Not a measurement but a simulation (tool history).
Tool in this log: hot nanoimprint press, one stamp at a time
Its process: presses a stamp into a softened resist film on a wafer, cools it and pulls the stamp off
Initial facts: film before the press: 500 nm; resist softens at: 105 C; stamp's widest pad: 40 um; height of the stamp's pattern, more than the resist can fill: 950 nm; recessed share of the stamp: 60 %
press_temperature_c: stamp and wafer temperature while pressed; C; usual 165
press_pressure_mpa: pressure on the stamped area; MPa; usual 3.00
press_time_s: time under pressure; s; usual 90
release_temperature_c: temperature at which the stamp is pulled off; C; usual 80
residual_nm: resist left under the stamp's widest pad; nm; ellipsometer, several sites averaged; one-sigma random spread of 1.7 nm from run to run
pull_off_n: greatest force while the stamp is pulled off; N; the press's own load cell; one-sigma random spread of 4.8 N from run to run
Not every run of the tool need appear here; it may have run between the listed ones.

{"run": 1, "hour": 0.0, "press_temperature_c": 165, "press_pressure_mpa": 3.0, "press_time_s": 90, "release_temperature_c": 80, "residual_nm": 278.8, "pull_off_n": 299}
{"run": 2, "hour": 17.2, "press_temperature_c": 173, "press_pressure_mpa": 3.0, "press_time_s": 90, "release_temperature_c": 80, "residual_nm": 204.3, "pull_off_n": 300}
{"run": 3, "hour": 30.2, "press_temperature_c": 173, "press_pressure_mpa": 3.0, "press_time_s": 90, "release_temperature_c": 80, "residual_nm": 206.1, "pull_off_n": 313}
{"run": 4, "hour": 48.5, "press_temperature_c": 165, "press_pressure_mpa": 3.0, "press_time_s": 90, "release_temperature_c": 80, "residual_nm": 281.1, "pull_off_n": 315}
{"run": 5, "hour": 58.9, "press_temperature_c": 162, "press_pressure_mpa": 3.0, "press_time_s": 90, "release_temperature_c": 80, "residual_nm": 318.1, "pull_off_n": 334}
{"run": 6, "hour": 74.0, "press_temperature_c": 165, "press_pressure_mpa": 4.33, "press_time_s": 90, "release_temperature_c": 80, "residual_nm": 235.5, "pull_off_n": 343}
{"run": 7, "hour": 91.5, "press_temperature_c": 165, "press_pressure_mpa": 3.0, "press_time_s": 90, "release_temperature_c": 67, "residual_nm": 281.1, "pull_off_n": 407}
{"run": 8, "hour": 99.5, "press_temperature_c": 165, "press_pressure_mpa": 3.0, "press_time_s": 90, "release_temperature_c": 67, "residual_nm": 283.3, "pull_off_n": 418}
{"hour": 115.1, "done": "stamp cleaned and given a new release coat"}
{"run": 9, "hour": 122.1, "press_temperature_c": 165, "press_pressure_mpa": 3.0, "press_time_s": 90, "release_temperature_c": 67, "residual_nm": 286.8, "pull_off_n": 313}
{"run": 10, "hour": 133.9, "press_temperature_c": 165, "press_pressure_mpa": 3.0, "press_time_s": 90, "release_temperature_c": 67, "residual_nm": 287.8, "pull_off_n": 313}
{"run": 11, "hour": 149.7, "press_temperature_c": 161, "press_pressure_mpa": 2.34, "press_time_s": 90, "release_temperature_c": 69, "residual_nm": 371.8, "pull_off_n": 317}
{"run": 12, "hour": 164.5, "press_temperature_c": 169, "press_pressure_mpa": 2.55, "press_time_s": 171, "release_temperature_c": 87, "residual_nm": 218.3, "pull_off_n": 224}
{"hour": 168.8, "done": "plate thermocouple calibrated"}
{"run": 13, "hour": 177.2, "press_temperature_c": 170, "press_pressure_mpa": 2.12, "press_time_s": 53, "release_temperature_c": 69, "residual_nm": 329.7, "pull_off_n": 331}
{"run": 14, "hour": 191.6, "press_temperature_c": 165, "press_pressure_mpa": 3.0, "press_time_s": 90, "release_temperature_c": 69, "residual_nm": 292.0, "pull_off_n": 347}
{"run": 15, "hour": 209.1, "press_temperature_c": 165, "press_pressure_mpa": 3.6, "press_time_s": 90, "release_temperature_c": 71, "residual_nm": 266.9, "pull_off_n": 336}
{"hour": 214.2, "done": "plate thermocouple calibrated, once more"}
{"run": 16, "hour": 226.9, "press_temperature_c": 165, "press_pressure_mpa": 3.5, "press_time_s": 147, "release_temperature_c": 77, "residual_nm": 212.7, "pull_off_n": 291}
{"run": 17, "hour": 240.9, "press_temperature_c": 154, "press_pressure_mpa": 2.86, "press_time_s": 139, "release_temperature_c": 77, "residual_nm": 370.1, "pull_off_n": 298}
{"run": 18, "hour": 259.0, "press_temperature_c": 154, "press_pressure_mpa": 3.0, "press_time_s": 90, "release_temperature_c": 80, "residual_nm": 397.6, "pull_off_n": 291}
{"run": 19, "hour": 270.4, "press_temperature_c": 154, "press_pressure_mpa": 3.0, "press_time_s": 90, "release_temperature_c": 80, "residual_nm": 396.1, "pull_off_n": 309}
{"run": 20, "hour": 281.6, "press_temperature_c": 154, "press_pressure_mpa": 3.0, "press_time_s": 90, "release_temperature_c": 80, "residual_nm": 395.0, "pull_off_n": 300}

Alternative continuations, all from the tool just after run 20; predict every row:
{"run": "A", "hour": 300.5, "press_temperature_c": 165, "press_pressure_mpa": 3.0, "press_time_s": 174, "release_temperature_c": 80, "residual_nm": "?", "pull_off_n": "?"}
{"run": "B", "hour": 300.5, "press_temperature_c": 172, "press_pressure_mpa": 3.0, "press_time_s": 89, "release_temperature_c": 66, "residual_nm": "?", "pull_off_n": "?"}
{"run": "C", "hour": 300.5, "press_temperature_c": 168, "press_pressure_mpa": 3.0, "press_time_s": 91, "release_temperature_c": 80, "residual_nm": "?", "pull_off_n": "?"}
{"run": "D", "hour": 300.5, "press_temperature_c": 165, "press_pressure_mpa": 2.66, "press_time_s": 90, "release_temperature_c": 80, "residual_nm": "?", "pull_off_n": "?"}
{"run": "E", "hour": 300.5, "press_temperature_c": 165, "press_pressure_mpa": 3.0, "press_time_s": 78, "release_temperature_c": 65, "residual_nm": "?", "pull_off_n": "?"}

run=A residual_nm=217.9 pull_off_n=322
run=B residual_nm=203.9 pull_off_n=395
run=C residual_nm=239.5 pull_off_n=301
run=D residual_nm=285.0 pull_off_n=312
run=E residual_nm=282.7 pull_off_n=410
What these runs would have given with no unlogged condition in the tool:
run=A residual_nm=212.3 pull_off_n=244
run=B residual_nm=198.9 pull_off_n=299
run=C residual_nm=233.7 pull_off_n=228
run=D residual_nm=278.8 pull_off_n=236
run=E residual_nm=276.1 pull_off_n=311

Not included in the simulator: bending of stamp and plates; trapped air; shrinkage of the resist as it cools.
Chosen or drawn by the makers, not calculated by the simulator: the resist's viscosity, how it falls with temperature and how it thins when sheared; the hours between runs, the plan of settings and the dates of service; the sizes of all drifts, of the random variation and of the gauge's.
